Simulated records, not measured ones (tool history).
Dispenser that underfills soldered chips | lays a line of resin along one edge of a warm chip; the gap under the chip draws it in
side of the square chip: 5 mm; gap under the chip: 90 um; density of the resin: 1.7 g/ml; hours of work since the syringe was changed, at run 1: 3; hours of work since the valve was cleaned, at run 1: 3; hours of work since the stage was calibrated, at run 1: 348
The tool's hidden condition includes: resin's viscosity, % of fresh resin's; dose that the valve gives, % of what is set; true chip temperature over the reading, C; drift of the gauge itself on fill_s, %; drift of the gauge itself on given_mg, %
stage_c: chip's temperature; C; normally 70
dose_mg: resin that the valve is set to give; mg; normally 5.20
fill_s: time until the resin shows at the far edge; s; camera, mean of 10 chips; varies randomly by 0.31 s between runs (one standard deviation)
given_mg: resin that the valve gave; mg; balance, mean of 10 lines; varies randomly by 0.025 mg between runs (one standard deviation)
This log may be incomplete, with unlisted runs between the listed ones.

| run | hour | stage_c | dose_mg | hours of work since the syringe was changed | hours of work since the valve was cleaned | hours of work since the stage was calibrated | fill_s | given_mg |
|---|---|---|---|---|---|---|---|---|
| 1 | 0.0 | 70 | 5.20 | 3 | 3 | 348 | 8.8 | 5.20 |
|  | 9.7 | new syringe of resin |
| 2 | 12.2 | 70 | 5.20 | 2 | 12 | 357 | 7.6 | 5.09 |
| 3 | 21.9 | 70 | 5.20 | 9 | 19 | 365 | 14.4 | 5.12 |
|  | 23.0 | new syringe of resin |
| 4 | 27.4 | 70 | 5.20 | 3 | 23 | 368 | 8.8 | 5.11 |
|  | 36.2 | new syringe of resin |
| 5 | 39.4 | 70 | 4.56 | 2 | 32 | 377 | 8.7 | 4.43 |
|  | 49.3 | new syringe of resin |
| 6 | 49.4 | 79 | 5.20 | 0 | 40 | 385 | 4.9 | 5.05 |
| 7 | 57.4 | 79 | 5.20 | 6 | 46 | 391 | 8.3 | 5.01 |
|  | 62.8 | new syringe of resin |
| 8 | 63.7 | 79 | 5.20 | 1 | 50 | 396 | 4.6 | 5.00 |
| 9 | 75.4 | 70 | 4.75 | 10 | 59 | 405 | 15.3 | 4.51 |
|  | 76.8 | new syringe of resin |
| 10 | 85.7 | 75 | 6.59 | 7 | 67 | 412 | 9.5 | 6.21 |
|  | 90.1 | new syringe of resin |
| 11 | 96.3 | 79 | 5.17 | 5 | 75 | 420 | 7.2 | 4.84 |
|  | 103.0 | new syringe of resin |
| 12 | 105.3 | 79 | 5.17 | 2 | 81 | 427 | 5.4 | 4.78 |
|  | 116.1 | new syringe of resin |
| 13 | 116.6 | 71 | 5.17 | 0 | 90 | 435 | 6.9 | 4.78 |
| 14 | 124.5 | 76 | 6.23 | 6 | 96 | 441 | 9.1 | 5.70 |
|  | 129.9 | new syringe of resin |
| 15 | 130.3 | 70 | 4.77 | 0 | 100 | 445 | 7.6 | 4.38 |
|  | 134.1 | dispensing valve cleaned and set on the balance |
| 16 | 139.3 | 60 | 5.20 | 6 | 4 | 452 | 19.0 | 5.22 |
|  | 144.0 | new syringe of resin |
| 17 | 149.6 | 60 | 4.62 | 4 | 12 | 459 | 16.6 | 4.60 |

Branching from run 17: 5 alternative next runs. What would each branch give?
|  | 156.9 | new syringe of resin |
| A | 162.2 | 60 | 6.27 | 4 | 21 | 469 | ? | ? |
|  | 156.9 | new syringe of resin |
| B | 162.2 | 73 | 6.61 | 4 | 21 | 469 | ? | ? |
|  | 156.9 | new syringe of resin |
| C | 162.2 | 61 | 6.55 | 4 | 21 | 469 | ? | ? |
|  | 156.9 | new syringe of resin |
| D | 162.2 | 56 | 4.80 | 4 | 21 | 469 | ? | ? |
|  | 156.9 | new syringe of resin |
| E | 162.2 | 60 | 4.73 | 4 | 21 | 469 | ? | ? |

| run | fill_s | given_mg |
|---|---|---|
| A | 15.0 | 6.16 |
| B | 7.7 | 6.55 |
| C | 14.5 | 6.47 |
| D | 19.7 | 4.71 |
| E | 15.8 | 4.66 |
With no hidden state in the tool, these same runs would have given:
| run | fill_s | given_mg |
|---|---|---|
| A | 10.0 | 6.25 |
| B | 5.1 | 6.64 |
| C | 9.7 | 6.56 |
| D | 13.2 | 4.78 |
| E | 10.5 | 4.72 |
